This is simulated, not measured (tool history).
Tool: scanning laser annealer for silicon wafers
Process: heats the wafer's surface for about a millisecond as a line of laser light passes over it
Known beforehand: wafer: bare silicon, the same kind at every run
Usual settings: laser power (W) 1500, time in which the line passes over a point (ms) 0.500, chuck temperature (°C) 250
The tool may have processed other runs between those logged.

run   hour  laser power (W)  time in which the line passes over a point (ms)  chuck temperature (°C)  highest temperature of the surface (°C)
  1    0.0             1500                                            0.500                     250                                      915
  2   19.4             1500                                            0.500                     250                                      916
  3   47.0             1500                                            0.500                     250                                      912
      57.1  -- window over the wafer cleaned
  4   77.4             1302                                            0.500                     250                                      851
  5  105.4             1302                                            0.500                     250                                      846
  6  132.4             1302                                            0.500                     250                                      845
  7  153.8             1302                                            0.500                     250                                      843
  8  185.0             1500                                            0.500                     250                                      948
  9  212.0             1500                                            0.500                     250                                      947
 10  241.6             1500                                            0.500                     250                                      943
 11  263.8             1327                                            0.502                     255                                      859
 12  293.6             1503                                            0.522                     276                                      987
     300.6  -- optics aligned, line set to its width
 13  341.5             1503                                            0.487                     276                                      955
 14  385.5             1591                                            0.590                     250                                     1059
     431.9  -- optics aligned, line set to its width, once more
 15  434.4             1647                                            0.590                     231                                     1080

Forecast run 16:
 16  474.0             1647                                            0.579                     231                                        ?

{"run 16": {"highest temperature of the surface (°C)": 1069}}
Were there no unlogged condition in the tool, this run, its random variation unchanged, would have produced highest temperature of the surface (°C) 1090.
